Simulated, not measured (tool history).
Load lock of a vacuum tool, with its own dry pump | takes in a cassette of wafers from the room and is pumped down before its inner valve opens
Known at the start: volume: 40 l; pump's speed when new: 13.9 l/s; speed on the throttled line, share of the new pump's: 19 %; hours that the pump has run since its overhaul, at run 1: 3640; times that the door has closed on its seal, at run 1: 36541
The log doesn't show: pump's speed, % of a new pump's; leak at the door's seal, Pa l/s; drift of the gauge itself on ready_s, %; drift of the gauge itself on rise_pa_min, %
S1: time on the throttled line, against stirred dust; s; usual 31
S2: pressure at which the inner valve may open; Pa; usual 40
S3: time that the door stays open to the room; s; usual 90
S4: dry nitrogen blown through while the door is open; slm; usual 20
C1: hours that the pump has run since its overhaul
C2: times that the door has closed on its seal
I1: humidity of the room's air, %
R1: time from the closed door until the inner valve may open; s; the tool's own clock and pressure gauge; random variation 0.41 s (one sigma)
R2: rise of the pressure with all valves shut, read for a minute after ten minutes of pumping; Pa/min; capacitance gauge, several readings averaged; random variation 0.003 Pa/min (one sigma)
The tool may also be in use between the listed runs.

Run 1, hour 0.0: usual settings; C1 3640; C2 36541; I1 43.9. Result: R1 48.2 s, R2 0.201 Pa/min.
Run 2, hour 145.5: usual settings but S3 238 s; C1 3786; C2 37244; I1 41.4. Result: R1 48.5 s, R2 0.245 Pa/min.
Run 3, hour 314.0: usual settings; C1 3954; C2 38058; I1 43.2. Result: R1 48.4 s, R2 0.212 Pa/min.
Run 4, hour 444.0: usual settings but S4 8 slm; C1 4084; C2 38686; I1 42.8. Result: R1 48.4 s, R2 0.227 Pa/min.
Run 5, hour 550.5: usual settings; C1 4191; C2 39200; I1 45.5. Result: R1 48.8 s, R2 0.211 Pa/min.
Run 6, hour 639.5: usual settings; C1 4280; C2 39630; I1 40.8. Result: R1 48.4 s, R2 0.225 Pa/min.
Run 7, hour 822.5: usual settings; C1 4463; C2 40514; I1 47.3. Result: R1 48.0 s, R2 0.228 Pa/min.
Run 8, hour 935.9: usual settings but S2 58 Pa; C1 4576; C2 41062; I1 41.5. Result: R1 47.6 s, R2 0.231 Pa/min.
Run 9, hour 1045.1: usual settings but S2 58 Pa; C1 4686; C2 41589; I1 45.1. Result: R1 48.0 s, R2 0.239 Pa/min.
Run 10, hour 1156.2: usual settings but S2 58 Pa; C1 4797; C2 42125; I1 46.3. Result: R1 48.4 s, R2 0.251 Pa/min.
Run 11, hour 1357.0: usual settings but S2 58 Pa; C1 4997; C2 43095; I1 43.6. Result: R1 47.7 s, R2 0.246 Pa/min.
Run 12, hour 1502.0: usual settings but S2 58 Pa; C1 5142; C2 43796; I1 48.1. Result: R1 47.4 s, R2 0.267 Pa/min.
Run 13, hour 1600.0: usual settings but S2 58 Pa; C1 5240; C2 44269; I1 45.9. Result: R1 47.7 s, R2 0.260 Pa/min.
Run 14, hour 1780.2: usual settings but S1 50 s; C1 5421; C2 45139; I1 43.2. Result: R1 63.6 s, R2 0.269 Pa/min.
Run 15, hour 1920.1: usual settings but S1 21 s, S2 75 Pa, S3 31 s, S4 40 slm; C1 5560; C2 45815; I1 45.1. Result: R1 38.1 s, R2 0.246 Pa/min.
Run 16, hour 2078.7: usual settings but S1 21 s, S2 75 Pa, S3 31 s, S4 40 slm; C1 5719; C2 46581; I1 45.4. Result: R1 39.1 s, R2 0.251 Pa/min.
Run 17, hour 2198.4: usual settings but S1 21 s, S2 75 Pa, S3 31 s, S4 40 slm; C1 5839; C2 47159; I1 42.3. Result: R1 39.0 s, R2 0.262 Pa/min.
Run 18, hour 2408.7: usual settings but S1 17 s, S2 59 Pa, S3 26 s, S4 28 slm; C1 6049; C2 48175; I1 46.8. Result: R1 36.1 s, R2 0.266 Pa/min.
Run 19, hour 2527.5: usual settings but S2 58 Pa, S3 211 s, S4 38 slm; C1 6168; C2 48748; I1 44.1. Result: R1 47.9 s, R2 0.315 Pa/min.
Run 20, hour 2687.3: usual settings but S2 58 Pa, S3 211 s, S4 38 slm; C1 6328; C2 49520; I1 45.9. Result: R1 48.3 s, R2 0.327 Pa/min.
Run 21, hour 2887.7: usual settings but S2 58 Pa, S3 211 s, S4 38 slm; C1 6528; C2 50488; I1 46.9. Result: R1 48.0 s, R2 0.330 Pa/min.
Run 22, hour 2973.7: usual settings but S2 58 Pa, S3 211 s, S4 38 slm; C1 6614; C2 50903; I1 42.6. Result: R1 47.5 s, R2 0.334 Pa/min.
Run 23, hour 3095.0: usual settings but S1 43 s, S2 50 Pa, S3 91 s, S4 4 slm; C1 6735; C2 51489; I1 47.5. Result: R1 57.1 s, R2 0.358 Pa/min.
Run 24, hour 3262.7: usual settings but S1 43 s, S2 50 Pa, S3 91 s, S4 4 slm; C1 6903; C2 52299; I1 44.0. Result: R1 57.5 s, R2 0.368 Pa/min.
Run 25, hour 3355.7: usual settings but S3 36 s, S4 5 slm; C1 6996; C2 52748; I1 45.6. Result: R1 49.1 s, R2 0.325 Pa/min.
Run 26, hour 3449.3: usual settings but S3 229 s; C1 7090; C2 53200; I1 45.2. Result: R1 49.1 s, R2 0.380 Pa/min.
Run 27, hour 3609.3: usual settings but S3 206 s; C1 7250; C2 53973; I1 43.8. Result: R1 50.2 s, R2 0.379 Pa/min.
Run 28, hour 3773.2: usual settings but S1 37 s, S2 36 Pa, S4 14 slm; C1 7414; C2 54765; I1 48.7. Result: R1 53.7 s, R2 0.379 Pa/min.

Forecast each of these 5 alternatives for the next run:
Run A, hour 3981.7: usual settings but S3 92 s, S4 37 slm; C1 7622; C2 55772; I1 45.0. Result: R1 ?, R2 ?.
Run B, hour 3981.7: usual settings but S1 45 s; C1 7622; C2 55772; I1 44.0. Result: R1 ?, R2 ?.
Run C, hour 3981.7: usual settings but S1 55 s, S2 36 Pa, S4 24 slm; C1 7622; C2 55772; I1 46.5. Result: R1 ?, R2 ?.
Run D, hour 3981.7: usual settings but S1 45 s, S2 46 Pa; C1 7622; C2 55772; I1 45.1. Result: R1 ?, R2 ?.
Run E, hour 3981.7: usual settings but S1 20 s, S4 41 slm; C1 7622; C2 55772; I1 43.7. Result: R1 ?, R2 ?.

run    R1     R2
  A  48.3  0.360
  B  60.5  0.370
  C  67.7  0.361
  D  60.4  0.364
  E  40.8  0.355
Without the tool's hidden state the same runs would have given:
run    R1     R2
  A  47.0  0.038
  B  59.3  0.048
  C  66.7  0.042
  D  59.2  0.044
  E  39.2  0.036
